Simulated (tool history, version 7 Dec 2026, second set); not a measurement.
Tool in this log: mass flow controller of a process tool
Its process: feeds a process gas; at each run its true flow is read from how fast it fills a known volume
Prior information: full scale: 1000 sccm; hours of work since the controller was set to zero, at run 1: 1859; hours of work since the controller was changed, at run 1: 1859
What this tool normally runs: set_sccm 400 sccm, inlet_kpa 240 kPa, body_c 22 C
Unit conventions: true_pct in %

run      day  set_sccm  inlet_kpa  body_c  hours of work since the controller was set to zero  hours of work since the controller was changed  true_pct
  1    0.000       400        240      22                                                1859                                            1859     99.86
  2    6.767       400        240      22                                                1927                                            1927     99.69
  3   17.571       354        240      22                                                2036                                            2036     99.91
  4   24.404       354        240      24                                                2105                                            2105    100.08
  5   33.238       354        240      24                                                2194                                            2194    100.18
  6   42.233       354        240      24                                                2285                                            2285    100.31
  7   48.125       354        240      24                                                2345                                            2345    100.26
  8   52.892       400        240      37                                                2393                                            2393    100.82
  9   60.662       400        240      37                                                2471                                            2471    100.99
 10   70.108       400        240      37                                                2566                                            2566    100.85
 11   79.262       400        240      37                                                2659                                            2659    101.01
 12   89.517       400        182      22                                                2762                                            2762    100.09
 13   97.804       400        182      22                                                2846                                            2846    100.09
 14  107.138       400        182      22                                                2940                                            2940    100.18
     108.054  -- controller's zero set anew
 15  114.200       400        240      22                                                  62                                            3011    101.03
 16  120.496       400        240      22                                                 126                                            3075    100.97
     125.604  -- controller's zero set anew, once more
 17  127.542       400        240      22                                                  20                                            3146     98.34
 18  132.958       400        240      22                                                  74                                            3200     98.27
 19  140.383       400        240      22                                                 149                                            3275     98.42
 20  145.450       400        240      22                                                 200                                            3326     98.49
 21  155.938       400        240      22                                                 306                                            3432     98.60
 22  166.267       400        240      22                                                 410                                            3536     98.58
 23  173.817       400        240      22                                                 487                                            3613     98.58
 24  180.496       191        240      22                                                 554                                            3680     98.63
 25  189.367       191        240      22                                                 643                                            3770     98.76
 26  200.129       131        277      25                                                 752                                            3878     99.36
 27  206.250       999        274      39                                                 814                                            3940    100.44
 28  215.158       999        274      39                                                 904                                            4030    100.51
 29  222.467       163        274      35                                                 978                                            4104    100.03
 30  227.246       104        176      35                                                1026                                            4152    100.69
 31  235.029       132        269      37                                                1104                                            4230    100.72
 32  243.992       208        261      22                                                1195                                            4321     99.28
 33  252.833       208        261      22                                                1284                                            4410     99.26
 34  259.321       208        261      22                                                1349                                            4475     99.37
 35  266.704       208        261      22                                                1424                                            4550     99.45
 36  273.012       400        183      34                                                1488                                            4614     99.59
 37  279.371       400        183      34                                                1552                                            4678     99.66
 38  284.429       400        183      34                                                1603                                            4729     99.45
 39  291.108       400        183      25                                                1670                                            4796     99.17
 40  298.217       400        260      25                                                1742                                            4868     99.29
 41  306.725       142        240      33                                                1828                                            4954    101.31
 42  316.404       561        183      27                                                1926                                            5052     99.39
 43  325.346       429        188      39                                                2016                                            5142     99.99
 44  334.338       429        188      39                                                2107                                            5233    100.18
 45  343.696       226        240      22                                                2201                                            5327     99.99
 46  350.258       467        216      31                                                2267                                            5393     99.69
 47  360.012       467        216      31                                                2366                                            5492     99.83
 48  368.450       508        195      24                                                2451                                            5577     99.38
 49  374.300       508        195      24                                                2510                                            5636     99.42

3 options for the next run, each taken on its own from the tool as it stands now. Forecast them:
  A  381.467       484        158      30                                                2582                                            5708         ?
  B  381.467       508        195      31                                                2582                                            5708         ?
  C  381.467       400        231      22                                                2582                                            5708         ?

run  true_pct
  A     99.63
  B     99.77
  C     99.36
What these runs would have given with no unlogged condition in the tool:
run  true_pct
  A     99.30
  B     99.50
  C     98.76
